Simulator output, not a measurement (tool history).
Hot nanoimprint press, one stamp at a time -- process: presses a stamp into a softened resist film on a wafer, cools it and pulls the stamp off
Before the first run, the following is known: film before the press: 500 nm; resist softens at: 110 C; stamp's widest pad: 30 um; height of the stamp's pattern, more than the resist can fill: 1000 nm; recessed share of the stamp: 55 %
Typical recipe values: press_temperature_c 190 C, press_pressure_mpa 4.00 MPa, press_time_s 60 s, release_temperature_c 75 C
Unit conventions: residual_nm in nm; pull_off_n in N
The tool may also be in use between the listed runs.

{"run": 1, "hour": 0.0, "press_temperature_c": 190, "press_pressure_mpa": 4.0, "press_time_s": 60, "release_temperature_c": 75, "residual_nm": 204.9, "pull_off_n": 376}
{"run": 2, "hour": 54.4, "press_temperature_c": 190, "press_pressure_mpa": 4.0, "press_time_s": 60, "release_temperature_c": 75, "residual_nm": 204.0, "pull_off_n": 388}
{"run": 3, "hour": 104.5, "press_temperature_c": 192, "press_pressure_mpa": 4.0, "press_time_s": 60, "release_temperature_c": 75, "residual_nm": 189.4, "pull_off_n": 412}
{"run": 4, "hour": 141.3, "press_temperature_c": 190, "press_pressure_mpa": 4.0, "press_time_s": 60, "release_temperature_c": 75, "residual_nm": 204.4, "pull_off_n": 425}
{"run": 5, "hour": 166.5, "press_temperature_c": 190, "press_pressure_mpa": 4.0, "press_time_s": 60, "release_temperature_c": 75, "residual_nm": 204.5, "pull_off_n": 440}
{"run": 6, "hour": 204.4, "press_temperature_c": 190, "press_pressure_mpa": 4.0, "press_time_s": 60, "release_temperature_c": 75, "residual_nm": 203.5, "pull_off_n": 452}
{"hour": 236.3, "done": "stamp cleaned and given a new release coat"}
{"run": 7, "hour": 254.0, "press_temperature_c": 190, "press_pressure_mpa": 4.0, "press_time_s": 60, "release_temperature_c": 75, "residual_nm": 203.0, "pull_off_n": 219}
{"run": 8, "hour": 311.5, "press_temperature_c": 190, "press_pressure_mpa": 4.0, "press_time_s": 60, "release_temperature_c": 75, "residual_nm": 203.2, "pull_off_n": 235}
{"hour": 329.9, "done": "plate thermocouple calibrated"}
{"run": 9, "hour": 353.8, "press_temperature_c": 190, "press_pressure_mpa": 4.0, "press_time_s": 60, "release_temperature_c": 75, "residual_nm": 210.5, "pull_off_n": 247}
{"run": 10, "hour": 382.4, "press_temperature_c": 190, "press_pressure_mpa": 5.1, "press_time_s": 60, "release_temperature_c": 75, "residual_nm": 184.2, "pull_off_n": 261}
{"run": 11, "hour": 436.1, "press_temperature_c": 190, "press_pressure_mpa": 5.1, "press_time_s": 56, "release_temperature_c": 75, "residual_nm": 188.6, "pull_off_n": 273}
{"run": 12, "hour": 462.4, "press_temperature_c": 190, "press_pressure_mpa": 5.1, "press_time_s": 56, "release_temperature_c": 75, "residual_nm": 188.0, "pull_off_n": 285}
{"run": 13, "hour": 496.3, "press_temperature_c": 187, "press_pressure_mpa": 4.0, "press_time_s": 60, "release_temperature_c": 61, "residual_nm": 233.7, "pull_off_n": 341}
{"run": 14, "hour": 536.1, "press_temperature_c": 190, "press_pressure_mpa": 3.04, "press_time_s": 30, "release_temperature_c": 75, "residual_nm": 300.2, "pull_off_n": 300}
{"run": 15, "hour": 585.8, "press_temperature_c": 190, "press_pressure_mpa": 3.04, "press_time_s": 50, "release_temperature_c": 75, "residual_nm": 256.0, "pull_off_n": 320}
{"run": 16, "hour": 619.5, "press_temperature_c": 196, "press_pressure_mpa": 3.04, "press_time_s": 50, "release_temperature_c": 67, "residual_nm": 208.2, "pull_off_n": 364}
{"run": 17, "hour": 663.6, "press_temperature_c": 183, "press_pressure_mpa": 4.0, "press_time_s": 73, "release_temperature_c": 79, "residual_nm": 254.9, "pull_off_n": 320}
{"run": 18, "hour": 712.5, "press_temperature_c": 183, "press_pressure_mpa": 4.0, "press_time_s": 36, "release_temperature_c": 72, "residual_nm": 313.1, "pull_off_n": 380}
{"run": 19, "hour": 768.9, "press_temperature_c": 183, "press_pressure_mpa": 4.0, "press_time_s": 36, "release_temperature_c": 72, "residual_nm": 312.4, "pull_off_n": 391}
{"run": 20, "hour": 799.9, "press_temperature_c": 201, "press_pressure_mpa": 4.0, "press_time_s": 53, "release_temperature_c": 75, "residual_nm": 146.4, "pull_off_n": 391}
{"run": 21, "hour": 839.3, "press_temperature_c": 190, "press_pressure_mpa": 5.42, "press_time_s": 60, "release_temperature_c": 75, "residual_nm": 175.6, "pull_off_n": 389}
{"run": 22, "hour": 865.1, "press_temperature_c": 200, "press_pressure_mpa": 5.4, "press_time_s": 60, "release_temperature_c": 70, "residual_nm": 121.1, "pull_off_n": 426}
{"run": 23, "hour": 891.4, "press_temperature_c": 190, "press_pressure_mpa": 2.42, "press_time_s": 60, "release_temperature_c": 75, "residual_nm": 267.7, "pull_off_n": 414}

Hidden state or all else? Some run-to-run changes of residual_nm, split into what the settings, what came in and random variation would give without the hidden state, and what is left for the hidden state (with any gauge scatter that isn't in both results):
Hidden conditions of the tool in this case: true temperature over the reading, C; pressure that arrives at the usual setting, %; grip of the stamp's worn release coat, % over a new coat's; drift of the gauge itself on residual_nm, %; drift of the gauge itself on pull_off_n, %.
Run 8 -> 9: plate thermocouple calibrated. residual_nm +7.3 nm: hidden state +7.4, all else -0.1.
Run 19 -> 20: press_temperature_c 183 -> 201, press_time_s 36 -> 53, release_temperature_c 72 -> 75. residual_nm -166.0 nm: hidden state +1.6, all else -167.6.
Run 22 -> 23: press_temperature_c 200 -> 190, press_pressure_mpa 5.40 -> 2.42, release_temperature_c 70 -> 75. residual_nm +146.6 nm: hidden state -2.5, all else +149.1.
